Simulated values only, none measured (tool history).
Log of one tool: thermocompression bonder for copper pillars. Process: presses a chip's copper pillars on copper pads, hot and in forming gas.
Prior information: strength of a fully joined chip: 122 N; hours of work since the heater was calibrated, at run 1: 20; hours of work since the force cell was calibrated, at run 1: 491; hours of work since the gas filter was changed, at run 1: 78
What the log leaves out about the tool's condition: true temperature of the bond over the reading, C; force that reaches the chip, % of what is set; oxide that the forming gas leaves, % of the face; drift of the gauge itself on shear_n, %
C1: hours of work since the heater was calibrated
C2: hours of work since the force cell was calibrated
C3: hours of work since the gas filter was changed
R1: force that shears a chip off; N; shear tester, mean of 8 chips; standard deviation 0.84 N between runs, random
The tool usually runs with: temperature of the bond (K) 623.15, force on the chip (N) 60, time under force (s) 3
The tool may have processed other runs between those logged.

{"run": 1, "day": 0.0, "temperature of the bond (K)": 623.15, "force on the chip (N)": 60, "time under force (s)": 3, "C1": 20, "C2": 491, "C3": 78, "R1": 68.6}
{"run": 2, "day": 4.258, "temperature of the bond (K)": 623.15, "force on the chip (N)": 60, "time under force (s)": 3, "C1": 79, "C2": 551, "C3": 138, "R1": 67.6}
{"run": 3, "day": 8.196, "temperature of the bond (K)": 623.15, "force on the chip (N)": 60, "time under force (s)": 3, "C1": 134, "C2": 606, "C3": 193, "R1": 67.6}
{"run": 4, "day": 10.888, "temperature of the bond (K)": 623.15, "force on the chip (N)": 60, "time under force (s)": 3, "C1": 172, "C2": 643, "C3": 231, "R1": 68.0}
{"day": 12.938, "done": "forming gas filter changed"}
{"run": 5, "day": 14.367, "temperature of the bond (K)": 623.15, "force on the chip (N)": 60, "time under force (s)": 3, "C1": 221, "C2": 692, "C3": 20, "R1": 67.3}
{"run": 6, "day": 17.8, "temperature of the bond (K)": 623.15, "force on the chip (N)": 60, "time under force (s)": 3, "C1": 269, "C2": 740, "C3": 68, "R1": 67.1}
{"run": 7, "day": 20.346, "temperature of the bond (K)": 623.15, "force on the chip (N)": 60, "time under force (s)": 2, "C1": 304, "C2": 776, "C3": 104, "R1": 58.6}
{"run": 8, "day": 23.362, "temperature of the bond (K)": 623.15, "force on the chip (N)": 60, "time under force (s)": 2, "C1": 347, "C2": 818, "C3": 146, "R1": 59.0}
{"run": 9, "day": 27.021, "temperature of the bond (K)": 623.15, "force on the chip (N)": 60, "time under force (s)": 2, "C1": 398, "C2": 869, "C3": 197, "R1": 59.6}
{"run": 10, "day": 30.375, "temperature of the bond (K)": 623.15, "force on the chip (N)": 60, "time under force (s)": 2, "C1": 445, "C2": 916, "C3": 244, "R1": 57.1}
{"day": 31.65, "done": "forming gas filter changed"}
{"run": 11, "day": 33.775, "temperature of the bond (K)": 623.15, "force on the chip (N)": 60, "time under force (s)": 2, "C1": 492, "C2": 963, "C3": 30, "R1": 59.2}
{"run": 12, "day": 35.942, "temperature of the bond (K)": 623.15, "force on the chip (N)": 60, "time under force (s)": 2, "C1": 522, "C2": 994, "C3": 60, "R1": 59.7}
{"run": 13, "day": 40.075, "temperature of the bond (K)": 623.15, "force on the chip (N)": 60, "time under force (s)": 3, "C1": 580, "C2": 1052, "C3": 118, "R1": 68.2}
{"run": 14, "day": 42.046, "temperature of the bond (K)": 623.15, "force on the chip (N)": 60, "time under force (s)": 3, "C1": 608, "C2": 1079, "C3": 146, "R1": 68.2}
{"run": 15, "day": 45.671, "temperature of the bond (K)": 595.15, "force on the chip (N)": 60, "time under force (s)": 3, "C1": 659, "C2": 1130, "C3": 196, "R1": 55.6}
{"day": 48.017, "done": "heater calibrated with a thermocouple chip"}
{"run": 16, "day": 48.754, "temperature of the bond (K)": 595.15, "force on the chip (N)": 60, "time under force (s)": 3, "C1": 10, "C2": 1172, "C3": 238, "R1": 55.8}
{"day": 50.458, "done": "forming gas filter changed"}
{"run": 17, "day": 51.821, "temperature of the bond (K)": 595.15, "force on the chip (N)": 60, "time under force (s)": 3, "C1": 53, "C2": 1215, "C3": 19, "R1": 56.0}
{"run": 18, "day": 54.462, "temperature of the bond (K)": 623.15, "force on the chip (N)": 60, "time under force (s)": 3, "C1": 90, "C2": 1252, "C3": 56, "R1": 67.5}
{"run": 19, "day": 56.388, "temperature of the bond (K)": 623.15, "force on the chip (N)": 60, "time under force (s)": 3, "C1": 117, "C2": 1279, "C3": 83, "R1": 67.1}
{"run": 20, "day": 58.996, "temperature of the bond (K)": 623.15, "force on the chip (N)": 50, "time under force (s)": 3, "C1": 154, "C2": 1315, "C3": 120, "R1": 62.3}
{"run": 21, "day": 61.412, "temperature of the bond (K)": 623.15, "force on the chip (N)": 50, "time under force (s)": 7, "C1": 187, "C2": 1349, "C3": 153, "R1": 81.7}
{"run": 22, "day": 65.0, "temperature of the bond (K)": 623.15, "force on the chip (N)": 50, "time under force (s)": 7, "C1": 238, "C2": 1399, "C3": 204, "R1": 83.3}
{"run": 23, "day": 67.908, "temperature of the bond (K)": 623.15, "force on the chip (N)": 57, "time under force (s)": 6, "C1": 278, "C2": 1440, "C3": 244, "R1": 82.0}
{"day": 69.133, "done": "forming gas filter changed"}
{"run": 24, "day": 70.908, "temperature of the bond (K)": 630.15, "force on the chip (N)": 60, "time under force (s)": 7, "C1": 320, "C2": 1482, "C3": 25, "R1": 87.1}
{"run": 25, "day": 73.504, "temperature of the bond (K)": 640.15, "force on the chip (N)": 40, "time under force (s)": 3, "C1": 356, "C2": 1518, "C3": 61, "R1": 62.4}
{"day": 74.567, "done": "force cell calibrated"}
{"run": 26, "day": 75.592, "temperature of the bond (K)": 623.15, "force on the chip (N)": 51, "time under force (s)": 3, "C1": 385, "C2": 14, "C3": 90, "R1": 63.2}
{"run": 27, "day": 78.375, "temperature of the bond (K)": 623.15, "force on the chip (N)": 51, "time under force (s)": 3, "C1": 424, "C2": 53, "C3": 129, "R1": 63.2}
{"run": 28, "day": 81.392, "temperature of the bond (K)": 622.15, "force on the chip (N)": 46, "time under force (s)": 8, "C1": 466, "C2": 96, "C3": 171, "R1": 81.5}
{"run": 29, "day": 83.538, "temperature of the bond (K)": 622.15, "force on the chip (N)": 50, "time under force (s)": 9, "C1": 496, "C2": 126, "C3": 201, "R1": 86.7}
{"run": 30, "day": 87.458, "temperature of the bond (K)": 641.15, "force on the chip (N)": 81, "time under force (s)": 5, "C1": 551, "C2": 181, "C3": 256, "R1": 94.5}
{"day": 87.758, "done": "forming gas filter changed"}
{"run": 31, "day": 91.517, "temperature of the bond (K)": 641.15, "force on the chip (N)": 81, "time under force (s)": 5, "C1": 608, "C2": 237, "C3": 53, "R1": 95.3}
{"run": 32, "day": 94.912, "temperature of the bond (K)": 641.15, "force on the chip (N)": 81, "time under force (s)": 5, "C1": 655, "C2": 285, "C3": 100, "R1": 95.7}
{"day": 97.788, "done": "heater calibrated with a thermocouple chip"}
{"run": 33, "day": 97.967, "temperature of the bond (K)": 641.15, "force on the chip (N)": 81, "time under force (s)": 5, "C1": 2, "C2": 326, "C3": 142, "R1": 94.1}
{"run": 34, "day": 101.504, "temperature of the bond (K)": 605.15, "force on the chip (N)": 47, "time under force (s)": 4, "C1": 52, "C2": 376, "C3": 191, "R1": 58.7}
{"run": 35, "day": 105.05, "temperature of the bond (K)": 611.15, "force on the chip (N)": 88, "time under force (s)": 3, "C1": 102, "C2": 426, "C3": 241, "R1": 72.7}

For each entry between runs, how does the tool's hidden state at the last listed run before it compare with that at the first listed run after it?
Runs 4 to 5: forming gas filter changed (day 12.938)
  true temperature of the bond over the reading, C: 0.3 -> 0.4; force that reaches the chip, % of what is set: 99.8 -> 99.7; oxide that the forming gas leaves, % of the face: 1.36 -> 0.6
Runs 10 to 11: forming gas filter changed (day 31.650)
  true temperature of the bond over the reading, C: 0.7 -> 0.8; oxide that the forming gas leaves, % of the face: 1.48 -> 0.64
Runs 15 to 16: heater calibrated with a thermocouple chip (day 48.017)
  true temperature of the bond over the reading, C: 1 -> 0.1; oxide that the forming gas leaves, % of the face: 1.28 -> 1.44
Runs 16 to 17: forming gas filter changed (day 50.458)
  true temperature of the bond over the reading, C: 0.1 -> 0.2; oxide that the forming gas leaves, % of the face: 1.44 -> 0.57
Runs 23 to 24: forming gas filter changed (day 69.133)
  true temperature of the bond over the reading, C: 0.5 -> 0.6; oxide that the forming gas leaves, % of the face: 1.45 -> 0.61
Runs 25 to 26: force cell calibrated (day 74.567)
  true temperature of the bond over the reading, C: 0.6 -> 0.7; force that reaches the chip, % of what is set: 99.5 -> 99.9; oxide that the forming gas leaves, % of the face: 0.75 -> 0.87
Runs 30 to 31: forming gas filter changed (day 87.758)
  true temperature of the bond over the reading, C: 0.9 -> 1; oxide that the forming gas leaves, % of the face: 1.54 -> 0.72
Runs 32 to 33: heater calibrated with a thermocouple chip (day 97.788)
  true temperature of the bond over the reading, C: 1.1 -> 0.1; oxide that the forming gas leaves, % of the face: 0.91 -> 1.07
